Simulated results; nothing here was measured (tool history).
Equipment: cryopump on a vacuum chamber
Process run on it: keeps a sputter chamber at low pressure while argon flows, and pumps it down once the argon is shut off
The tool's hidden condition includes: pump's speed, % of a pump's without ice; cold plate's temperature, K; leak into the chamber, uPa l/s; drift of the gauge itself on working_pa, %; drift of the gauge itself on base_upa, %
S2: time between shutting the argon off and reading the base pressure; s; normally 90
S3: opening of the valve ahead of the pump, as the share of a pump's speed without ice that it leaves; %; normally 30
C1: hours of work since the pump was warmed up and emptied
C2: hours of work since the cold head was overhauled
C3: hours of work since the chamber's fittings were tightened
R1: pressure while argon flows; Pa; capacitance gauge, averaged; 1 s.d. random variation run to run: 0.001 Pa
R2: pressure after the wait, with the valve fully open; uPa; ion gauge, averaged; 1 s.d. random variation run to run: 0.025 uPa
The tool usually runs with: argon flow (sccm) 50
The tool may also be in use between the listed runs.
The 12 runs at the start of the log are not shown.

-- day=24.433 leaking fittings of the chamber tightened, without venting
run 13 day=25.438 | argon_flow_(sccm)=85 S2=90 S3=30 | C1=294 C2=294 C3=10 | R1=0.3893 R2=1.05
run 14 day=28.512 | argon_flow_(sccm)=85 S2=90 S3=30 | C1=325 C2=325 C3=41 | R1=0.3938 R2=1.07
run 15 day=30.275 | argon_flow_(sccm)=85 S2=90 S3=30 | C1=343 C2=343 C3=59 | R1=0.3918 R2=1.06
run 16 day=32.704 | argon_flow_(sccm)=55 S2=90 S3=33 | C1=368 C2=368 C3=84 | R1=0.2297 R2=1.14
run 17 day=35.358 | argon_flow_(sccm)=61 S2=289 S3=19 | C1=394 C2=394 C3=111 | R1=0.4403 R2=0.62
run 18 day=36.871 | argon_flow_(sccm)=50 S2=164 S3=18 | C1=410 C2=410 C3=126 | R1=0.3817 R2=0.86
run 19 day=38.404 | argon_flow_(sccm)=50 S2=103 S3=30 | C1=425 C2=425 C3=142 | R1=0.2323 R2=1.11
run 20 day=40.696 | argon_flow_(sccm)=69 S2=93 S3=30 | C1=449 C2=449 C3=165 | R1=0.3206 R2=1.12
run 21 day=42.908 | argon_flow_(sccm)=66 S2=90 S3=26 | C1=471 C2=471 C3=187 | R1=0.3521 R2=1.20
run 22 day=44.458 | argon_flow_(sccm)=50 S2=90 S3=17 | C1=487 C2=487 C3=203 | R1=0.4072 R2=1.18
run 23 day=46.971 | argon_flow_(sccm)=72 S2=33 S3=17 | C1=512 C2=512 C3=229 | R1=0.5835 R2=2.54
run 24 day=48.383 | argon_flow_(sccm)=25 S2=28 S3=30 | C1=527 C2=527 C3=243 | R1=0.1158 R2=2.88
run 25 day=49.725 | argon_flow_(sccm)=25 S2=28 S3=30 | C1=540 C2=540 C3=256 | R1=0.1165 R2=2.89
run 26 day=51.767 | argon_flow_(sccm)=89 S2=28 S3=34 | C1=561 C2=561 C3=277 | R1=0.3702 R2=2.87
run 27 day=53.942 | argon_flow_(sccm)=22 S2=28 S3=43 | C1=583 C2=583 C3=299 | R1=0.0730 R2=2.97
run 28 day=55.879 | argon_flow_(sccm)=22 S2=226 S3=26 | C1=603 C2=603 C3=319 | R1=0.1172 R2=0.82
run 29 day=58.054 | argon_flow_(sccm)=22 S2=226 S3=28 | C1=625 C2=625 C3=341 | R1=0.1094 R2=0.86
run 30 day=60.579 | argon_flow_(sccm)=51 S2=90 S3=30 | C1=650 C2=650 C3=367 | R1=0.2398 R2=1.31

Predict each of these 4 candidate next runs independently; none follows another, all start after run 30:
run A day=62.038 | argon_flow_(sccm)=47 S2=90 S3=30 | C1=665 C2=665 C3=381 | R1=? R2=?
run B day=62.038 | argon_flow_(sccm)=28 S2=254 S3=24 | C1=665 C2=665 C3=381 | R1=? R2=?
run C day=62.038 | argon_flow_(sccm)=51 S2=23 S3=28 | C1=665 C2=665 C3=381 | R1=? R2=?
run D day=62.038 | argon_flow_(sccm)=30 S2=222 S3=33 | C1=665 C2=665 C3=381 | R1=? R2=?

run=A R1=0.2193 R2=1.35
run=B R1=0.1616 R2=0.88
run=C R1=0.2554 R2=3.54
run=D R1=0.1265 R2=0.85
With no hidden state in the tool, these same runs would have given:
run=A R1=0.2112 R2=1.01
run=B R1=0.1569 R2=0.54
run=C R1=0.2466 R2=3.20
run=D R1=0.1214 R2=0.51
